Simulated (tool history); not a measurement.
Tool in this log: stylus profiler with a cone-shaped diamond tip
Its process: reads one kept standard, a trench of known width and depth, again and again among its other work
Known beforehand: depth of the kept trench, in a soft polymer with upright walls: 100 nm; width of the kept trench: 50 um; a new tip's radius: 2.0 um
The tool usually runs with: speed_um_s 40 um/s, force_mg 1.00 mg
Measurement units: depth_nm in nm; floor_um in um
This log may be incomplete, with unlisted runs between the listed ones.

run	hour	speed_um_s	force_mg	depth_nm	floor_um
1	0.0	40	1.00	100.66	48.61
2	15.5	40	1.00	100.70	48.56
3	29.8	27	1.00	100.68	48.57
4	38.3	27	1.00	100.66	48.63
5	45.1	27	1.00	100.62	48.66
6	56.6	27	1.00	100.67	48.66
7	66.6	27	1.00	100.72	48.62
8	79.7	27	1.00	100.70	48.58
9	87.4	27	1.00	100.58	48.62
10	102.1	27	1.00	100.62	48.60
11	109.2	27	1.00	100.73	48.63
12	125.2	45	0.35	100.37	48.47
13	133.8	45	0.35	100.39	48.42
14	141.7	31	0.57	100.43	48.59
15	151.3	13	1.10	100.77	48.63
16	158.4	25	2.95	101.42	48.66
17	171.4	25	0.50	100.37	48.60
18	185.4	21	1.17	100.76	48.61
19	195.5	59	1.58	100.96	48.56
20	203.2	33	1.27	100.86	48.56

Here are 3 independent what-if runs from the current tool condition. What would each one return?
A	212.9	32	2.03	?	?
B	212.9	26	1.27	?	?
C	212.9	26	0.53	?	?

run	depth_nm	floor_um
A	101.08	48.56
B	100.79	48.56
C	100.56	48.58
Had the tool no hidden state, the same runs would have come out as:
run	depth_nm	floor_um
A	100.98	48.62
B	100.69	48.63
C	100.46	48.64

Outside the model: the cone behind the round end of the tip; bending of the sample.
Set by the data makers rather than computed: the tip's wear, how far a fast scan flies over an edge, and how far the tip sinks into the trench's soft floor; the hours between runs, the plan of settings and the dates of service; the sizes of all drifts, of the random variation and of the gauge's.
